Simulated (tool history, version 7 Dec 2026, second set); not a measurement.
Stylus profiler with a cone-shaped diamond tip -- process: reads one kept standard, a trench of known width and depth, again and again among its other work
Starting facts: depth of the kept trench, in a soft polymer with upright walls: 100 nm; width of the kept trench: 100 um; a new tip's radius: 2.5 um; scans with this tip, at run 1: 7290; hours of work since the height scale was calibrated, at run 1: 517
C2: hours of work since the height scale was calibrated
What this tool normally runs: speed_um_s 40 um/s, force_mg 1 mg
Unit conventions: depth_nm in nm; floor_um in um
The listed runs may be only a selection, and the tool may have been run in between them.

Run 1, hour 0: usual settings; scans with this tip 7290; C2 517. Result: depth_nm 100.65 nm, floor_um 98.26 um.
Run 2, hour 11.7: usual settings; scans with this tip 7421; C2 526. Result: depth_nm 100.69 nm, floor_um 98.25 um.
Run 3, hour 26.5: usual settings; scans with this tip 7586; C2 538. Result: depth_nm 100.49 nm, floor_um 98.28 um.
Run 4, hour 42.3: usual settings; scans with this tip 7763; C2 550. Result: depth_nm 100.49 nm, floor_um 98.22 um.
Run 5, hour 51: usual settings; scans with this tip 7860; C2 557. Result: depth_nm 100.55 nm, floor_um 98.24 um.
Run 6, hour 65: usual settings but speed_um_s 24 um/s; scans with this tip 8017; C2 568. Result: depth_nm 100.5 nm, floor_um 98.27 um.
Run 7, hour 75.9: usual settings but speed_um_s 24 um/s; scans with this tip 8139; C2 577. Result: depth_nm 100.63 nm, floor_um 98.34 um.
Run 8, hour 90: usual settings but speed_um_s 24 um/s; scans with this tip 8297; C2 588. Result: depth_nm 100.48 nm, floor_um 98.29 um.
Run 9, hour 101.5: usual settings; scans with this tip 8425; C2 597. Result: depth_nm 100.66 nm, floor_um 98.2 um.
Run 10, hour 114.7: usual settings but force_mg 1.38 mg; scans with this tip 8572; C2 607. Result: depth_nm 100.89 nm, floor_um 98.27 um.
Run 11, hour 132.2: usual settings but force_mg 1.02 mg; scans with this tip 8769; C2 621. Result: depth_nm 100.46 nm, floor_um 98.23 um.
Run 12, hour 143.9: usual settings but force_mg 1.02 mg; scans with this tip 8899; C2 631. Result: depth_nm 100.5 nm, floor_um 98.21 um.
Run 13, hour 154.6: usual settings but force_mg 1.02 mg; scans with this tip 9019; C2 639. Result: depth_nm 100.49 nm, floor_um 98.19 um.
Run 14, hour 168.6: usual settings but force_mg 1.02 mg; scans with this tip 9175; C2 650. Result: depth_nm 100.65 nm, floor_um 98.19 um.
Run 15, hour 180.4: usual settings but speed_um_s 12 um/s; scans with this tip 9307; C2 659. Result: depth_nm 100.42 nm, floor_um 98.31 um.
Run 16, hour 198.5: usual settings but speed_um_s 12 um/s; scans with this tip 9510; C2 674. Result: depth_nm 100.48 nm, floor_um 98.31 um.
Run 17, hour 208.4: usual settings but speed_um_s 12 um/s; scans with this tip 9621; C2 682. Result: depth_nm 100.5 nm, floor_um 98.33 um.
Run 18, hour 217.5: usual settings but speed_um_s 12 um/s; scans with this tip 9722; C2 689. Result: depth_nm 100.42 nm, floor_um 98.28 um.
Run 19, hour 228.8: usual settings but speed_um_s 12 um/s; scans with this tip 9849; C2 698. Result: depth_nm 100.52 nm, floor_um 98.33 um.
Run 20, hour 242: usual settings but speed_um_s 12 um/s; scans with this tip 9996; C2 708. Result: depth_nm 100.41 nm, floor_um 98.3 um.
Run 21, hour 258.9: usual settings but speed_um_s 12 um/s; scans with this tip 10186; C2 722. Result: depth_nm 100.33 nm, floor_um 98.33 um.
Run 22, hour 270.6: usual settings but speed_um_s 12 um/s; scans with this tip 10316; C2 731. Result: depth_nm 100.52 nm, floor_um 98.28 um.
Run 23, hour 282.5: usual settings but speed_um_s 12 um/s; scans with this tip 10449; C2 740. Result: depth_nm 100.35 nm, floor_um 98.33 um.
Run 24, hour 297.4: usual settings but speed_um_s 12 um/s; scans with this tip 10616; C2 752. Result: depth_nm 100.32 nm, floor_um 98.28 um.
Run 25, hour 313.5: usual settings but speed_um_s 12 um/s, force_mg 0.89 mg; scans with this tip 10796; C2 765. Result: depth_nm 100.26 nm, floor_um 98.27 um.
Run 26, hour 332.9: usual settings but speed_um_s 56 um/s, force_mg 1.38 mg; scans with this tip 11012; C2 780. Result: depth_nm 100.68 nm, floor_um 98.1 um.
Run 27, hour 343.1: usual settings but speed_um_s 56 um/s, force_mg 0.62 mg; scans with this tip 11128; C2 788. Result: depth_nm 100.22 nm, floor_um 98.08 um.
Run 28, hour 354.3: usual settings but speed_um_s 18 um/s, force_mg 1.32 mg; scans with this tip 11252; C2 797. Result: depth_nm 100.69 nm, floor_um 98.32 um.
Run 29, hour 372.9: usual settings but force_mg 2.07 mg; scans with this tip 11460; C2 812. Result: depth_nm 101.06 nm, floor_um 98.22 um.
Run 30, hour 391.6: usual settings but force_mg 2.07 mg; scans with this tip 11670; C2 827. Result: depth_nm 100.94 nm, floor_um 98.24 um.
Run 31, hour 406.5: usual settings but speed_um_s 16 um/s, force_mg 0.99 mg; scans with this tip 11836; C2 839. Result: depth_nm 100.47 nm, floor_um 98.21 um.
Run 32, hour 416.9: usual settings but speed_um_s 96 um/s, force_mg 2.34 mg; scans with this tip 11952; C2 847. Result: depth_nm 101.01 nm, floor_um 98.02 um.
Run 33, hour 432.9: usual settings but speed_um_s 96 um/s, force_mg 2.34 mg; scans with this tip 12132; C2 860. Result: depth_nm 101.17 nm, floor_um 98 um.
Run 34, hour 441.6: usual settings but speed_um_s 139 um/s, force_mg 1.3 mg; scans with this tip 12229; C2 866. Result: depth_nm 100.48 nm, floor_um 97.76 um.
Run 35, hour 453.1: usual settings but speed_um_s 139 um/s, force_mg 1.3 mg; scans with this tip 12358; C2 876. Result: depth_nm 100.63 nm, floor_um 97.76 um.
Run 36, hour 464.4: usual settings but speed_um_s 139 um/s, force_mg 0.48 mg; scans with this tip 12484; C2 885. Result: depth_nm 99.9 nm, floor_um 97.44 um.
Run 37, hour 476.1: usual settings but speed_um_s 98 um/s, force_mg 2.27 mg; scans with this tip 12614; C2 894. Result: depth_nm 100.9 nm, floor_um 98.05 um.
Run 38, hour 493.4: usual settings but speed_um_s 120 um/s, force_mg 0.42 mg; scans with this tip 12808; C2 907. Result: depth_nm 99.94 nm, floor_um 97.5 um.
Run 39, hour 503.8: usual settings but speed_um_s 20 um/s, force_mg 2.92 mg; scans with this tip 12925; C2 916. Result: depth_nm 101.28 nm, floor_um 98.26 um.
Run 40, hour 512: usual settings but speed_um_s 79 um/s, force_mg 2.92 mg; scans with this tip 13016; C2 922. Result: depth_nm 101.2 nm, floor_um 98.12 um.
Run 41, hour 526.2: usual settings but speed_um_s 79 um/s, force_mg 2.92 mg; scans with this tip 13174; C2 933. Result: depth_nm 101.25 nm, floor_um 98.13 um.
Run 42, hour 540.5: usual settings but speed_um_s 17 um/s, force_mg 0.5 mg; scans with this tip 13335; C2 945. Result: depth_nm 100 nm, floor_um 98.14 um.
Run 43, hour 552.1: usual settings but force_mg 0.53 mg; scans with this tip 13464; C2 954. Result: depth_nm 100.03 nm, floor_um 98.01 um.
Run 44, hour 569.7: usual settings but speed_um_s 89 um/s, force_mg 1.68 mg; scans with this tip 13661; C2 968. Result: depth_nm 100.63 nm, floor_um 97.93 um.
Run 45, hour 584.3: usual settings but speed_um_s 89 um/s, force_mg 1.68 mg; scans with this tip 13825; C2 980. Result: depth_nm 100.84 nm, floor_um 98.01 um.
Run 46, hour 598.3: usual settings but speed_um_s 120 um/s; scans with this tip 13981; C2 991. Result: depth_nm 100.32 nm, floor_um 97.75 um.
Run 47, hour 606.9: usual settings but speed_um_s 18 um/s, force_mg 1.37 mg; scans with this tip 14078; C2 997. Result: depth_nm 100.66 nm, floor_um 98.25 um.

Per-run results on a tool with no hidden state, each run keeping its own random variation:
Hidden state present: radius of the tip, um; height scale over the true one, %; drift of the gauge itself on depth_nm, %; drift of the gauge itself on floor_um, %.
run  depth_nm  floor_um
  1    100.98     98.43
  2    101.03     98.42
  3    100.83     98.46
  4    100.83      98.4
  5     100.9     98.43
  6    100.85     98.46
  7    100.99     98.53
  8    100.84     98.49
  9    101.03     98.39
 10    101.27     98.47
 11    100.84     98.43
 12    100.89     98.42
 13    100.88      98.4
 14    101.05     98.41
 15    100.82     98.53
 16    100.89     98.53
 17    100.92     98.55
 18    100.84     98.51
 19    100.94     98.56
 20    100.84     98.54
 21    100.76     98.57
 22    100.96     98.52
 23    100.79     98.57
 24    100.76     98.53
 25    100.72     98.52
 26    101.15     98.36
 27    100.68     98.33
 28    101.16     98.58
 29    101.54     98.49
 30    101.43     98.51
 31    100.97     98.48
 32    101.52     98.29
 33    101.68     98.28
 34    100.99     98.04
 35    101.14     98.04
 36    100.42     97.72
 37    101.43     98.34
 38    100.47     97.79
 39    101.82     98.55
 40    101.74     98.41
 41     101.8     98.43
 42    100.55     98.44
 43    100.58     98.31
 44    101.19     98.23
 45    101.41     98.33
 46     100.9     98.07
 47    101.24     98.57
